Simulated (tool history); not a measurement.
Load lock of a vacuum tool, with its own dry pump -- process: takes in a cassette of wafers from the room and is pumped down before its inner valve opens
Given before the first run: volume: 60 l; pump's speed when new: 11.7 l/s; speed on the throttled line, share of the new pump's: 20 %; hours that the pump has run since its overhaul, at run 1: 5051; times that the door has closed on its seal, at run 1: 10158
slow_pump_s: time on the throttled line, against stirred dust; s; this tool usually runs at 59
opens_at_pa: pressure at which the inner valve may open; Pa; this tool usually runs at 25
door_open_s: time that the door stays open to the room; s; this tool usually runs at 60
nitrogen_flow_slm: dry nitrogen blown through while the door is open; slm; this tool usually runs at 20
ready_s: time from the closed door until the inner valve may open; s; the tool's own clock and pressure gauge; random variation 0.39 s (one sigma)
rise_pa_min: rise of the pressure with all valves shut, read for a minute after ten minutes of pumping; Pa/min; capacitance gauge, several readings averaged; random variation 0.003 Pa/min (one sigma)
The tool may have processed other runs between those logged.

run    hour  slow_pump_s  opens_at_pa  door_open_s  nitrogen_flow_slm  hours that the pump has run since its overhaul  times that the door has closed on its seal  incoming humidity of the room's air, %  ready_s  rise_pa_min
  1       0           59           25           60                 20                                            5051                                       10158                                    47.9     90.1        0.177
  2    88.4           59           25           60                 20                                            5140                                       10371                                    43.6     90.6        0.178
  3   226.1           59           25           60                 20                                            5277                                       10702                                    48.8     89.9        0.181
  4   342.3           59           25           60                 20                                            5394                                       10981                                    42.6     90.3        0.188
  5   446.6           59           25           60                 20                                            5498                                       11232                                    42.1     89.8        0.201
  6   568.7           59           25           60                 20                                            5620                                       11525                                    47.3     90.2        0.203
  7   719.3           59           25           60                 20                                            5771                                       11888                                    47.1     90.4        0.213
  8   804.2           59           25           55                 20                                            5856                                       12092                                    41.9     90.7        0.216
  9     909           59           25           55                 20                                            5960                                       12344                                    44.6     90.8        0.222
 10  1006.1           59           25           55                 20                                            6057                                       12577                                    44.2     90.5        0.229
 11  1172.1           42           25           55                 20                                            6223                                       12976                                    42.5     76.8        0.238
 12  1252.8           63           21          142                  5                                            6304                                       13170                                    45.8     93.7        0.271
 13  1390.2           34           45          104                 22                                            6442                                       13500                                    44.4     67.8        0.262
 14    1560           59           49           49                 20                                            6611                                       13909                                    47.3     86.5        0.253
 15  1686.5           47           28           47                 17                                            6738                                       14213                                    45.3     81.1        0.267
 16  1756.7           47           28           47                 17                                            6808                                       14382                                    46.1     80.6        0.266
 17  1875.5           47           28           47                 17                                            6927                                       14667                                    44.7     80.5         0.28
 18    1951           47           30           56                 17                                            7002                                       14849                                    46.4     80.4        0.284
 19  2070.9          115           27           90                 13                                            7122                                       15137                                    44.8    134.5        0.302
 20    2227           48           27           90                  8                                            7278                                       15512                                    44.7     81.9        0.307

Consider 5 possible next runs. They are alternatives, not a sequence: every one starts from the tool as it was left by run 20. What does each give?
  A  2362.4           65           24           60                 29                                            7414                                       15838                                    43.9        ?            ?
  B  2362.4           38           25           48                 20                                            7414                                       15838                                    46.6        ?            ?
  C  2362.4           47           25           29                 20                                            7414                                       15838                                    45.9        ?            ?
  D  2362.4           59           26          155                 43                                            7414                                       15838                                    45.5        ?            ?
  E  2362.4           52           27           70                  8                                            7414                                       15838                                    44.1        ?            ?

run  ready_s  rise_pa_min
  A     95.4        0.304
  B     73.7        0.307
  C       82        0.299
  D     90.8        0.316
  E     84.9        0.306
With the hidden condition removed and each run's random variation left untouched, the same runs would have given:
run  ready_s  rise_pa_min
  A     94.4        0.012
  B     72.6        0.012
  C     80.9        0.009
  D     89.8        0.022
  E     83.8         0.02

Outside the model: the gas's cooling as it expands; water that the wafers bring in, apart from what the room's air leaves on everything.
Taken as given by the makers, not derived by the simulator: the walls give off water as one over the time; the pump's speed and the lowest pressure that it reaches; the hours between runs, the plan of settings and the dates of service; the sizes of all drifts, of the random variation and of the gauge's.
